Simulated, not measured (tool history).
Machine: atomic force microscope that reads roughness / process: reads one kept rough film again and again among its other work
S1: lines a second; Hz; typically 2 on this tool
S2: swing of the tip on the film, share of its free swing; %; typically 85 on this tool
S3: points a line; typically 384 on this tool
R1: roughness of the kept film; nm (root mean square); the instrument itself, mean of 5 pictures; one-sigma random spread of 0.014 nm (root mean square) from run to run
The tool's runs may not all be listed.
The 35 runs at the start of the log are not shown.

{"hour": 424.9, "done": "height scale calibrated on a step standard, once more"}
{"run": 36, "hour": 434.5, "S1": 3.87, "S2": 86, "S3": 384, "R1": 2.223}
{"run": 37, "hour": 444.8, "S1": 1.03, "S2": 86, "S3": 438, "R1": 2.653}
{"hour": 456.4, "done": "new tip fitted"}
{"run": 38, "hour": 464.6, "S1": 0.72, "S2": 80, "S3": 438, "R1": 3.728}
{"run": 39, "hour": 482.9, "S1": 3.03, "S2": 62, "S3": 662, "R1": 3.487}
{"run": 40, "hour": 496.1, "S1": 0.66, "S2": 85, "S3": 803, "R1": 3.462}
{"run": 41, "hour": 512.0, "S1": 0.83, "S2": 73, "S3": 616, "R1": 3.385}
{"run": 42, "hour": 527.9, "S1": 2, "S2": 65, "S3": 727, "R1": 3.209}
{"run": 43, "hour": 545.7, "S1": 2.03, "S2": 59, "S3": 308, "R1": 3.09}
{"run": 44, "hour": 561.5, "S1": 2.03, "S2": 87, "S3": 775, "R1": 2.691}
{"run": 45, "hour": 577.3, "S1": 1.23, "S2": 61, "S3": 379, "R1": 2.954}
{"run": 46, "hour": 593.3, "S1": 0.65, "S2": 85, "S3": 289, "R1": 2.773}
{"run": 47, "hour": 610.0, "S1": 2.03, "S2": 74, "S3": 372, "R1": 2.598}
{"hour": 617.9, "done": "new tip fitted"}
{"run": 48, "hour": 622.6, "S1": 2.03, "S2": 74, "S3": 372, "R1": 3.591}
{"run": 49, "hour": 641.6, "S1": 2, "S2": 85, "S3": 296, "R1": 3.188}
{"run": 50, "hour": 658.6, "S1": 2, "S2": 85, "S3": 296, "R1": 3.067}
{"run": 51, "hour": 674.0, "S1": 2, "S2": 85, "S3": 296, "R1": 2.94}
{"run": 52, "hour": 684.5, "S1": 2, "S2": 85, "S3": 296, "R1": 2.883}
{"run": 53, "hour": 696.4, "S1": 2.08, "S2": 85, "S3": 384, "R1": 2.807}
{"run": 54, "hour": 705.6, "S1": 3.57, "S2": 80, "S3": 384, "R1": 2.635}

Here are 3 independent what-if runs from the current tool condition. What would each one return?
{"run": "A", "hour": 716.9, "S1": 2, "S2": 85, "S3": 655, "R1": "?"}
{"run": "B", "hour": 716.9, "S1": 3.57, "S2": 80, "S3": 655, "R1": "?"}
{"run": "C", "hour": 716.9, "S1": 3.12, "S2": 85, "S3": 384, "R1": "?"}

run=A R1=2.726
run=B R1=2.58
run=C R1=2.539
The same runs, with their run-to-run variation unchanged, on a tool lacking any hidden condition would have given:
run=A R1=3.491
run=B R1=3.303
run=C R1=3.25
